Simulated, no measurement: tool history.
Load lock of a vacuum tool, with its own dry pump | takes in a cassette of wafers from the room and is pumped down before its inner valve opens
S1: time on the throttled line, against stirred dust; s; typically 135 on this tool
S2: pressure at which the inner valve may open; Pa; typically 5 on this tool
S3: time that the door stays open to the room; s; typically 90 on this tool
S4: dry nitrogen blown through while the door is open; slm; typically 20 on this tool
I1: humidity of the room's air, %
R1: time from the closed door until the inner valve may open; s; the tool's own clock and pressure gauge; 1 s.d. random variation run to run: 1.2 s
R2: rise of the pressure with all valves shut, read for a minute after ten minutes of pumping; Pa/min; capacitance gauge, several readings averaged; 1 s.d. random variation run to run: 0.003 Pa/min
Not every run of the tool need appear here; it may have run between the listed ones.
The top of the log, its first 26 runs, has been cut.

{"run": 27, "hour": 3256.4, "S1": 86, "S2": 6, "S3": 60, "S4": 12, "I1": 44.4, "R1": 152.6, "R2": 0.05}
{"run": 28, "hour": 3394.5, "S1": 86, "S2": 6, "S3": 60, "S4": 12, "I1": 47.4, "R1": 151.3, "R2": 0.049}
{"run": 29, "hour": 3512.9, "S1": 86, "S2": 6, "S3": 60, "S4": 12, "I1": 45.1, "R1": 152.3, "R2": 0.045}
{"run": 30, "hour": 3626.9, "S1": 86, "S2": 6, "S3": 60, "S4": 12, "I1": 44.4, "R1": 153.2, "R2": 0.037}
{"run": 31, "hour": 3751.7, "S1": 135, "S2": 5, "S3": 90, "S4": 29, "I1": 46.5, "R1": 198.2, "R2": 0.044}
{"run": 32, "hour": 3826.5, "S1": 270, "S2": 7, "S3": 38, "S4": 19, "I1": 44.1, "R1": 318.2, "R2": 0.03}
{"run": 33, "hour": 3938.0, "S1": 68, "S2": 6, "S3": 162, "S4": 5, "I1": 44.5, "R1": 139.2, "R2": 0.071}
{"run": 34, "hour": 4068.3, "S1": 152, "S2": 5, "S3": 27, "S4": 20, "I1": 45.9, "R1": 214.2, "R2": 0.036}
{"run": 35, "hour": 4154.3, "S1": 152, "S2": 5, "S3": 27, "S4": 20, "I1": 46.4, "R1": 212.8, "R2": 0.031}
{"run": 36, "hour": 4233.0, "S1": 104, "S2": 5, "S3": 48, "S4": 4, "I1": 46.5, "R1": 173.6, "R2": 0.049}

What if the next run were any one of these 3? Each begins from the tool's condition after run 36:
{"run": "A", "hour": 4393.0, "S1": 173, "S2": 9, "S3": 190, "S4": 4, "I1": 46.8, "R1": "?", "R2": "?"}
{"run": "B", "hour": 4393.0, "S1": 172, "S2": 5, "S3": 135, "S4": 20, "I1": 50.8, "R1": "?", "R2": "?"}
{"run": "C", "hour": 4393.0, "S1": 93, "S2": 8, "S3": 48, "S4": 35, "I1": 46.7, "R1": "?", "R2": "?"}

run=A R1=224.8 R2=0.09
run=B R1=230.9 R2=0.061
run=C R1=157.4 R2=0.027
Without the tool's hidden state the same runs would have given:
run=A R1=214.2 R2=0.077
run=B R1=219 R2=0.048
run=C R1=144.6 R2=0.014
